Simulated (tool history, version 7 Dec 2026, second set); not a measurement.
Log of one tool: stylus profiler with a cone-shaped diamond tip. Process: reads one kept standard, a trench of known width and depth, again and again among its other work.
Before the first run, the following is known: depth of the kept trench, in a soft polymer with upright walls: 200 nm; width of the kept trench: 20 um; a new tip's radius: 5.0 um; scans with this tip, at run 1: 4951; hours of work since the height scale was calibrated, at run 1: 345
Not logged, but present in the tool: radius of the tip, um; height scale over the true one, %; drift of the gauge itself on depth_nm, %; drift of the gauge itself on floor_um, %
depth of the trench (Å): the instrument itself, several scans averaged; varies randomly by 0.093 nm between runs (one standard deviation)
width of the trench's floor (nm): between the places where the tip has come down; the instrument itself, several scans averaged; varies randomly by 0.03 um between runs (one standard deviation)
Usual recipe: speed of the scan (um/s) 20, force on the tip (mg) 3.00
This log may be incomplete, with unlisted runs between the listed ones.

run	hour	speed of the scan (um/s)	force on the tip (mg)	scans with this tip	hours of work since the height scale was calibrated	depth of the trench (Å)	width of the trench's floor (nm)
1	0.0	20	3.00	4951	345	2038.3	16380
2	24.1	20	3.00	5108	356	2036.9	16330
3	42.3	20	3.00	5226	364	2036.8	16380
4	77.8	20	3.00	5457	380	2040.1	16320
5	117.0	20	3.00	5712	398	2037.8	16330
6	146.8	12	3.00	5906	411	2036.3	16290
7	184.6	12	3.00	6151	428	2036.6	16240
8	214.6	12	3.00	6347	442	2037.0	16240
9	245.2	12	3.00	6546	456	2035.9	16250
10	273.8	12	3.00	6731	469	2037.5	16240
11	313.9	12	3.00	6992	487	2037.7	16140
12	353.3	12	3.00	7248	505	2037.5	16130

What does the tool deliver on the next run?
13	386.5	20	4.85	7464	520	?	?

depth of the trench (Å): 2053.5
width of the trench's floor (nm): 16100
With the hidden condition absent and the run-to-run variation left alone, this run would have shown depth of the trench (Å) 2055.7, width of the trench's floor (nm) 17110.
